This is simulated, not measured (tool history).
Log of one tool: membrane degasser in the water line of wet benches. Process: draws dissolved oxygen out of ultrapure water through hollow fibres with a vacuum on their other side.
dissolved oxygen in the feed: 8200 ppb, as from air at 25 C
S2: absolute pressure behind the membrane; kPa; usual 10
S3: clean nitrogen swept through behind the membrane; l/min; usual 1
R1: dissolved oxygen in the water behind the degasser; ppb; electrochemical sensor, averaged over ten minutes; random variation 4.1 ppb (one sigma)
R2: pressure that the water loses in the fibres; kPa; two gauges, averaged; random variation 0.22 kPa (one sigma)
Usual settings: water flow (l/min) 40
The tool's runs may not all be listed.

run 1 hour=0 | water_flow_(l/min)=40 S2=10 S3=1 | R1=604.8 R2=52.38
run 2 hour=64.4 | water_flow_(l/min)=40 S2=10 S3=0.55 | R1=864.9 R2=53.24
run 3 hour=118.6 | water_flow_(l/min)=40 S2=10 S3=0.55 | R1=873.2 R2=52.73
run 4 hour=224.1 | water_flow_(l/min)=40 S2=10 S3=0.55 | R1=876.7 R2=52.71
run 5 hour=282.1 | water_flow_(l/min)=40 S2=10 S3=1 | R1=600.9 R2=52.74
run 6 hour=358 | water_flow_(l/min)=40 S2=10 S3=1.62 | R1=433.3 R2=53.11
run 7 hour=441.6 | water_flow_(l/min)=40 S2=10 S3=1 | R1=598.1 R2=52.96
run 8 hour=504.1 | water_flow_(l/min)=40 S2=10 S3=1 | R1=606.9 R2=52.94
run 9 hour=590.8 | water_flow_(l/min)=40 S2=10 S3=1.84 | R1=401.5 R2=53.18
run 10 hour=682.4 | water_flow_(l/min)=40 S2=6.9 S3=1.84 | R1=261.7 R2=53.05
run 11 hour=737.7 | water_flow_(l/min)=40 S2=6.9 S3=1.84 | R1=264.7 R2=53.58
run 12 hour=830.5 | water_flow_(l/min)=40 S2=10 S3=1 | R1=604.5 R2=53.18
run 13 hour=889.7 | water_flow_(l/min)=40 S2=10 S3=1 | R1=606.6 R2=53.2
run 14 hour=943.2 | water_flow_(l/min)=40 S2=10 S3=1 | R1=604.5 R2=53.32
-- hour=1007.5 seals of the vacuum lines changed
run 15 hour=1027.3 | water_flow_(l/min)=40 S2=10 S3=1 | R1=596.2 R2=53.54
run 16 hour=1129.3 | water_flow_(l/min)=40 S2=10 S3=1 | R1=602 R2=53.18
run 17 hour=1194.8 | water_flow_(l/min)=63 S2=16.8 S3=1 | R1=1569.5 R2=83.99
run 18 hour=1289.7 | water_flow_(l/min)=63 S2=16.8 S3=1 | R1=1558.1 R2=84.4
run 19 hour=1379.2 | water_flow_(l/min)=47 S2=10 S3=2.13 | R1=459.8 R2=62.75

Run 20 comes next. What will it give?
run 20 hour=1480.6 | water_flow_(l/min)=47 S2=11.1 S3=2.13 | R1=? R2=?

R1: 506.4 ppb
R2: 62.76 kPa
Without the tool's hidden state the same run would have given R1 505.8 ppb, R2 61.9 kPa.

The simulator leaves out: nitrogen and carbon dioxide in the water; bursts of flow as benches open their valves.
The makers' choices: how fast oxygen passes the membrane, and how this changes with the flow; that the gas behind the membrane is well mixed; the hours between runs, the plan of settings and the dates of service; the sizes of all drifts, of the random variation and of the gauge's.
